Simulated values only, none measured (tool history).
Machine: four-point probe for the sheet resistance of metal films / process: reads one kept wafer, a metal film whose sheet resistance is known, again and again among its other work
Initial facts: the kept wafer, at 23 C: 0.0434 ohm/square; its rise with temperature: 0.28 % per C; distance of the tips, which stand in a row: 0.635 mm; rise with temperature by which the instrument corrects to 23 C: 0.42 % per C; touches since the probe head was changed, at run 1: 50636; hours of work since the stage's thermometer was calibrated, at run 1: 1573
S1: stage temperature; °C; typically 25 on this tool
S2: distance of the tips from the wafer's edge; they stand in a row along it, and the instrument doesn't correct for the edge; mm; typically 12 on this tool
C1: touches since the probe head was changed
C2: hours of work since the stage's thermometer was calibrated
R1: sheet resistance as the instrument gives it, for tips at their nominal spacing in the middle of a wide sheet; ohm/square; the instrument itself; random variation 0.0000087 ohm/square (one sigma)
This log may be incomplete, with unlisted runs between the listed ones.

run 1 hour=0 | S1=25 S2=12 | C1=50636 C2=1573 | R1=0.043514
run 2 hour=50.7 | S1=25 S2=12 | C1=52139 C2=1607 | R1=0.043518
run 3 hour=87.2 | S1=25 S2=12 | C1=53222 C2=1631 | R1=0.043499
run 4 hour=134 | S1=25 S2=12 | C1=54611 C2=1663 | R1=0.043518
run 5 hour=212.4 | S1=25 S2=12 | C1=56936 C2=1716 | R1=0.043506
run 6 hour=269.8 | S1=25 S2=12 | C1=58641 C2=1754 | R1=0.043499
run 7 hour=337.8 | S1=25 S2=12 | C1=60658 C2=1800 | R1=0.043503
run 8 hour=390.1 | S1=25 S2=12 | C1=62208 C2=1835 | R1=0.043486
run 9 hour=463.8 | S1=25 S2=12 | C1=64396 C2=1885 | R1=0.043483
run 10 hour=538.7 | S1=25 S2=12 | C1=66616 C2=1935 | R1=0.043492
run 11 hour=589.5 | S1=25 S2=12 | C1=68123 C2=1969 | R1=0.043471
run 12 hour=628.9 | S1=25 S2=18 | C1=69293 C2=1996 | R1=0.043434
run 13 hour=680 | S1=25 S2=18 | C1=70809 C2=2030 | R1=0.04342
run 14 hour=729.7 | S1=28 S2=18 | C1=72282 C2=2063 | R1=0.043264
run 15 hour=791.1 | S1=25 S2=12 | C1=74104 C2=2105 | R1=0.043459
run 16 hour=827.6 | S1=31 S2=12 | C1=75187 C2=2129 | R1=0.043119
run 17 hour=868.7 | S1=31 S2=12 | C1=76405 C2=2157 | R1=0.043115
-- hour=914.9 stage's thermometer calibrated
run 18 hour=930.7 | S1=31 S2=12 | C1=78229 C2=11 | R1=0.043127
run 19 hour=996.8 | S1=31 S2=12 | C1=80192 C2=55 | R1=0.043132
run 20 hour=1053.4 | S1=31 S2=12 | C1=81871 C2=93 | R1=0.043128
run 21 hour=1088.3 | S1=25 S2=24 | C1=82904 C2=117 | R1=0.043429
-- hour=1142 stage's thermometer calibrated, once more
run 22 hour=1156 | S1=25 S2=24 | C1=84900 C2=9 | R1=0.043346
run 23 hour=1200.4 | S1=25 S2=12 | C1=86217 C2=39 | R1=0.043396
run 24 hour=1242.9 | S1=25 S2=12 | C1=87477 C2=68 | R1=0.04339
run 25 hour=1281.3 | S1=33 S2=10 | C1=88617 C2=94 | R1=0.04294
run 26 hour=1349.3 | S1=31 S2=7 | C1=90633 C2=139 | R1=0.043153
run 27 hour=1381.6 | S1=31 S2=7 | C1=91592 C2=161 | R1=0.043141
run 28 hour=1437.5 | S1=29 S2=44 | C1=93250 C2=199 | R1=0.043069
run 29 hour=1479.9 | S1=32 S2=14 | C1=94506 C2=227 | R1=0.042944
run 30 hour=1538.9 | S1=25 S2=15 | C1=96256 C2=267 | R1=0.043326
run 31 hour=1591.6 | S1=25 S2=3 | C1=97822 C2=302 | R1=0.044309
run 32 hour=1624.7 | S1=22 S2=6 | C1=98801 C2=324 | R1=0.043719
run 33 hour=1664.8 | S1=23 S2=4 | C1=99993 C2=351 | R1=0.044
run 34 hour=1731.9 | S1=26 S2=32 | C1=101984 C2=397 | R1=0.043229
run 35 hour=1775.4 | S1=29 S2=28 | C1=103272 C2=426 | R1=0.043055
run 36 hour=1853.4 | S1=24 S2=11 | C1=105585 C2=478 | R1=0.043397
run 37 hour=1893.2 | S1=22 S2=33 | C1=106766 C2=505 | R1=0.043441
run 38 hour=1938.9 | S1=22 S2=33 | C1=108122 C2=536 | R1=0.043449
run 39 hour=1988 | S1=20 S2=13 | C1=109581 C2=569 | R1=0.043605
run 40 hour=2057.2 | S1=18 S2=8 | C1=111632 C2=615 | R1=0.043811
run 41 hour=2092.8 | S1=26 S2=5 | C1=112687 C2=639 | R1=0.043561
run 42 hour=2155.4 | S1=29 S2=52 | C1=114545 C2=681 | R1=0.043026
run 43 hour=2189.3 | S1=29 S2=52 | C1=115550 C2=704 | R1=0.043021
run 44 hour=2235.7 | S1=20 S2=46 | C1=116927 C2=735 | R1=0.043536
run 45 hour=2306.1 | S1=27 S2=3 | C1=119015 C2=782 | R1=0.044128

For each run, the measured value with the value that run would have given without the tool's hidden condition subtracted. The run-to-run variation is shared by both, the gauge scatter possibly not:
The hidden state here: inner tips' distance over the nominal, %; tips' flats over new ones', %; wafer's true temperature over the reading, C; drift of the gauge itself on sheet_ohm, %.
run=1 R1=+0.000173
run=2 R1=+0.000169
run=3 R1=+0.000166
run=4 R1=+0.000163
run=5 R1=+0.000157
run=6 R1=+0.000153
run=7 R1=+0.000148
run=8 R1=+0.000144
run=9 R1=+0.000138
run=10 R1=+0.000133
run=11 R1=+0.00013
run=12 R1=+0.000126
run=13 R1=+0.000123
run=14 R1=+0.000117
run=15 R1=+0.000114
run=16 R1=+0.00011
run=17 R1=+0.000107
run=18 R1=+0.00013
run=19 R1=+0.000126
run=20 R1=+0.000122
run=21 R1=+0.000121
run=22 R1=+0.000033
run=23 R1=+0.00003
run=24 R1=+0.000026
run=25 R1=+0.000024
run=26 R1=+0.000018
run=27 R1=+0.000016
run=28 R1=+0.000012
run=29 R1=+0.000009
run=30 R1=+0.000005
run=31 R1=+0.000001
run=32 R1=-0.000001
run=33 R1=-0.000004
run=34 R1=-0.000009
run=35 R1=-0.000012
run=36 R1=-0.000018
run=37 R1=-0.00002
run=38 R1=-0.000023
run=39 R1=-0.000027
run=40 R1=-0.000031
run=41 R1=-0.000034
run=42 R1=-0.000039
run=43 R1=-0.000042
run=44 R1=-0.000046
run=45 R1=-0.000052
